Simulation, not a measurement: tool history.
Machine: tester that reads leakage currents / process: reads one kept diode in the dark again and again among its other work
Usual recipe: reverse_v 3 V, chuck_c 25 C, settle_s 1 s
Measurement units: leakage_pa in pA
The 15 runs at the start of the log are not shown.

{"run": 16, "hour": 354.9, "reverse_v": 3, "chuck_c": 30, "settle_s": 1, "leakage_pa": 156.17}
{"run": 17, "hour": 379.1, "reverse_v": 3, "chuck_c": 38, "settle_s": 1, "leakage_pa": 302.38}
{"run": 18, "hour": 407.8, "reverse_v": 3, "chuck_c": 25, "settle_s": 1, "leakage_pa": 102.66}
{"run": 19, "hour": 436.9, "reverse_v": 6.74, "chuck_c": 25, "settle_s": 1, "leakage_pa": 148.13}
{"run": 20, "hour": 469.3, "reverse_v": 3, "chuck_c": 25, "settle_s": 0.53, "leakage_pa": 102.83}
{"run": 21, "hour": 487.0, "reverse_v": 1.4, "chuck_c": 23, "settle_s": 1, "leakage_pa": 61.51}
{"run": 22, "hour": 504.3, "reverse_v": 6.67, "chuck_c": 45, "settle_s": 1.39, "leakage_pa": 746.94}
{"run": 23, "hour": 534.8, "reverse_v": 1.01, "chuck_c": 29, "settle_s": 4.19, "leakage_pa": 88.95}
{"run": 24, "hour": 556.5, "reverse_v": 4.48, "chuck_c": 25, "settle_s": 1.3, "leakage_pa": 124.4}
{"run": 25, "hour": 572.2, "reverse_v": 11.71, "chuck_c": 59, "settle_s": 5.98, "leakage_pa": 2686.37}
{"run": 26, "hour": 596.7, "reverse_v": 1.13, "chuck_c": 25, "settle_s": 1, "leakage_pa": 66.45}
{"run": 27, "hour": 620.4, "reverse_v": 13.99, "chuck_c": 23, "settle_s": 0.38, "leakage_pa": 182.84}
{"run": 28, "hour": 637.3, "reverse_v": 13.99, "chuck_c": 45, "settle_s": 4.06, "leakage_pa": 1035.03}
{"run": 29, "hour": 653.2, "reverse_v": 1.32, "chuck_c": 20, "settle_s": 1, "leakage_pa": 46.36}
{"run": 30, "hour": 677.2, "reverse_v": 1.21, "chuck_c": 25, "settle_s": 0.54, "leakage_pa": 68.98}
{"run": 31, "hour": 707.2, "reverse_v": 11.83, "chuck_c": 42, "settle_s": 1, "leakage_pa": 765.64}

Run 32 has not been measured yet. What should we expect?
{"run": 32, "hour": 730.5, "reverse_v": 11.83, "chuck_c": 42, "settle_s": 1, "leakage_pa": "?"}

leakage_pa: 769.11 pA
Were there no unlogged condition in the tool, this run, its random variation unchanged, would have produced leakage_pa 741.31 pA.
